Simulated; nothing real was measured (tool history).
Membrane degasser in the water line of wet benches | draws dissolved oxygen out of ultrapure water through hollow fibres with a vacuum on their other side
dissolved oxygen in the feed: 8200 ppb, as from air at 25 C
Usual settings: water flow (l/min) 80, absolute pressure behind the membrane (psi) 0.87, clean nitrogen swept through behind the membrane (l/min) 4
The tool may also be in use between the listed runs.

run,day,water flow (l/min),absolute pressure behind the membrane (psi),clean nitrogen swept through behind the membrane (l/min),dissolved oxygen in the water behind the degasser (ppb),pressure that the water loses in the fibres (psi)
1,0,80,0.87,4,208.5,6.489
# day 1.896: seals of the vacuum lines changed
2,3.225,80,0.87,4,208.8,6.522
3,6.088,80,0.87,4,208.9,6.509
4,8.704,80,0.87,4,209.3,6.518
5,12.367,80,0.87,4,206.6,6.528
6,14.404,80,0.87,4,211.4,6.573
7,17.608,80,0.87,10.17,138.9,6.56
8,20.125,80,1.44,4,374.5,6.509
9,23.108,80,1.44,4,379.7,6.501
10,25.008,80,0.87,2.23,285.6,6.489
11,26.912,80,0.87,2.23,285.6,6.562
12,29.858,80,1.569,2.23,607.4,6.566
13,32.417,80,1.569,2.23,611,6.495
14,34.675,80,0.87,4,210,6.567
15,37.058,80,0.87,4,210.7,6.573
16,40.671,80,0.87,4,209.5,6.556
17,43.583,80,2.145,4.66,510,6.527
18,47.15,103,2.009,6.38,539.4,8.427
19,48.992,63,1.175,11.02,107,5.147
20,51.85,67,0.87,4,154.9,5.477
21,54.312,67,0.522,4,66.5,5.493

The next listed run, before its measurement:
22,57.042,101,0.761,5.94,?,?

{"run 22": {"dissolved oxygen in the water behind the degasser (ppb)": 242.7, "pressure that the water loses in the fibres (psi)": 8.212}}
Without the tool's hidden state the same run would have given dissolved oxygen in the water behind the degasser (ppb) 242.5, pressure that the water loses in the fibres (psi) 8.211.

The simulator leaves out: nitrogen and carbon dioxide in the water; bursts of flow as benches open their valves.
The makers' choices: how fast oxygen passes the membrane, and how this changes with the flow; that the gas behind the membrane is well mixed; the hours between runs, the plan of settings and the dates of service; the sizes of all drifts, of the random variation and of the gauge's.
